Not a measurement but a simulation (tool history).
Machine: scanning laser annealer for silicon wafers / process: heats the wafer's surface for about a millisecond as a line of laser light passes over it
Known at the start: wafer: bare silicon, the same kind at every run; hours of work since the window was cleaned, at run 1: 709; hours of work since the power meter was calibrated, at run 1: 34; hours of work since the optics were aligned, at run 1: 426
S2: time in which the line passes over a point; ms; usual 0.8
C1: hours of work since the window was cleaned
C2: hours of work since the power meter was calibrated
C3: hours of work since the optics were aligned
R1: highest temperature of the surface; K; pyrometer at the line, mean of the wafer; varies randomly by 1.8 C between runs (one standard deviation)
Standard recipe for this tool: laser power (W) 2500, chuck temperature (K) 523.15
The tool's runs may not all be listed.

Run 1, hour 0: usual settings; C1 709; C2 34; C3 426. Result: R1 1222.15 K.
Run 2, hour 10.2: usual settings; C1 715; C2 39; C3 432. Result: R1 1224.15 K.
Run 3, hour 18.3: usual settings; C1 719; C2 44; C3 436. Result: R1 1223.15 K.
Run 4, hour 28.7: usual settings; C1 725; C2 49; C3 442. Result: R1 1223.15 K.
Run 5, hour 37.7: usual settings; C1 730; C2 54; C3 447. Result: R1 1217.15 K.
Run 6, hour 45.3: usual settings; C1 734; C2 58; C3 451. Result: R1 1220.15 K.
Run 7, hour 50.4: usual settings but chuck temperature (K) 545.15; C1 737; C2 61; C3 454. Result: R1 1244.15 K.
Run 8, hour 60.7: usual settings but chuck temperature (K) 545.15; C1 742; C2 67; C3 459. Result: R1 1244.15 K.
Run 9, hour 71.3: usual settings but chuck temperature (K) 528.15; C1 748; C2 72; C3 465. Result: R1 1223.15 K.
Run 10, hour 76.4: usual settings but laser power (W) 2396, chuck temperature (K) 528.15; C1 751; C2 75; C3 468. Result: R1 1190.15 K.
Run 11, hour 83: usual settings but chuck temperature (K) 516.15; C1 754; C2 79; C3 471. Result: R1 1213.15 K.
Run 12, hour 88.4: usual settings but chuck temperature (K) 516.15; C1 757; C2 82; C3 474. Result: R1 1214.15 K.
Run 13, hour 94.8: usual settings; C1 761; C2 85; C3 478. Result: R1 1216.15 K.
Run 14, hour 102.8: usual settings; C1 765; C2 89; C3 482. Result: R1 1218.15 K.
Run 15, hour 111.4: usual settings; C1 770; C2 94; C3 487. Result: R1 1218.15 K.
Run 16, hour 119: usual settings but S2 0.722 ms; C1 774; C2 98; C3 491. Result: R1 1176.15 K.
Run 17, hour 126.1: usual settings but S2 0.722 ms, chuck temperature (K) 563.15; C1 778; C2 102; C3 495. Result: R1 1217.15 K.
Run 18, hour 132.2: usual settings but S2 0.722 ms, chuck temperature (K) 563.15; C1 781; C2 105; C3 498. Result: R1 1217.15 K.
Run 19, hour 142.9: usual settings but S2 0.722 ms, chuck temperature (K) 563.15; C1 787; C2 111; C3 504. Result: R1 1218.15 K.
Run 20, hour 151.3: usual settings but S2 0.722 ms, chuck temperature (K) 563.15; C1 791; C2 116; C3 508. Result: R1 1211.15 K.
Run 21, hour 159.2: usual settings but S2 0.722 ms, chuck temperature (K) 563.15; C1 796; C2 120; C3 513. Result: R1 1220.15 K.
Run 22, hour 164.2: usual settings but S2 0.722 ms, chuck temperature (K) 563.15; C1 798; C2 123; C3 515. Result: R1 1217.15 K.
Run 23, hour 172.3: usual settings but S2 0.722 ms, chuck temperature (K) 563.15; C1 803; C2 127; C3 520. Result: R1 1216.15 K.
At hour 178.2: optics aligned, line set to its width.
Run 24, hour 184.3: usual settings but laser power (W) 2476, S2 0.589 ms, chuck temperature (K) 563.15; C1 807; C2 131; C3 3. Result: R1 1127.15 K.
Run 25, hour 191.7: usual settings but laser power (W) 2153, S2 0.806 ms, chuck temperature (K) 563.15; C1 811; C2 135; C3 7. Result: R1 1138.15 K.
Run 26, hour 201: usual settings but laser power (W) 2672, S2 0.567 ms, chuck temperature (K) 561.15; C1 816; C2 140; C3 12. Result: R1 1169.15 K.
At hour 208.7: optics aligned, line set to its width, once more.
Run 27, hour 216.5: usual settings but laser power (W) 2506, S2 0.964 ms, chuck temperature (K) 505.15; C1 821; C2 146; C3 4. Result: R1 1287.15 K.
Run 28, hour 224: usual settings but laser power (W) 2277, S2 0.818 ms, chuck temperature (K) 518.15; C1 825; C2 150; C3 8. Result: R1 1146.15 K.
Run 29, hour 231.6: usual settings but laser power (W) 2277, S2 0.818 ms, chuck temperature (K) 518.15; C1 830; C2 154; C3 12. Result: R1 1145.15 K.
Run 30, hour 236.6: usual settings but laser power (W) 2202, S2 0.564 ms; C1 832; C2 157; C3 15. Result: R1 1008.15 K.
Run 31, hour 241.9: usual settings but laser power (W) 2270, chuck temperature (K) 531.15; C1 835; C2 160; C3 18. Result: R1 1147.15 K.
Run 32, hour 251.3: usual settings but laser power (W) 2270, chuck temperature (K) 531.15; C1 840; C2 165; C3 23. Result: R1 1151.15 K.
Run 33, hour 255.7: usual settings but laser power (W) 2270, chuck temperature (K) 531.15; C1 843; C2 167; C3 26. Result: R1 1149.15 K.
Run 34, hour 262.1: usual settings but laser power (W) 2270, chuck temperature (K) 531.15; C1 846; C2 171; C3 29. Result: R1 1148.15 K.
Run 35, hour 271.4: usual settings but laser power (W) 2270, chuck temperature (K) 548.15; C1 851; C2 176; C3 34. Result: R1 1167.15 K.
Run 36, hour 281.4: usual settings but laser power (W) 2564, chuck temperature (K) 552.15; C1 857; C2 181; C3 39. Result: R1 1267.15 K.
Run 37, hour 288: usual settings but laser power (W) 2564, S2 0.59 ms, chuck temperature (K) 521.15; C1 860; C2 185; C3 43. Result: R1 1119.15 K.
Run 38, hour 293.9: usual settings but laser power (W) 2257, S2 0.659 ms, chuck temperature (K) 550.15; C1 863; C2 188; C3 46. Result: R1 1094.15 K.
Run 39, hour 299.7: usual settings but laser power (W) 2262; C1 867; C2 191; C3 49. Result: R1 1136.15 K.
At hour 308.2: window over the wafer cleaned.
Run 40, hour 308.6: usual settings but laser power (W) 2734, S2 0.745 ms, chuck temperature (K) 515.15; C1 0; C2 195; C3 53. Result: R1 1316.15 K.

3 options for the next run, each taken on its own from the tool as it stands now. Forecast them:
Run A, hour 318.8: usual settings but laser power (W) 2146, S2 0.606 ms; C1 6; C2 200; C3 59. Result: R1 ?.
Run B, hour 318.8: usual settings but laser power (W) 2399, chuck temperature (K) 517.15; C1 6; C2 200; C3 59. Result: R1 ?.
Run C, hour 318.8: usual settings but laser power (W) 2719, S2 0.901 ms, chuck temperature (K) 547.15; C1 6; C2 200; C3 59. Result: R1 ?.

run       R1
  A  1049.15
  B  1225.15
  C  1435.15
What these runs would have given with no unlogged condition in the tool:
run       R1
  A  1049.15
  B  1225.15
  C  1435.15
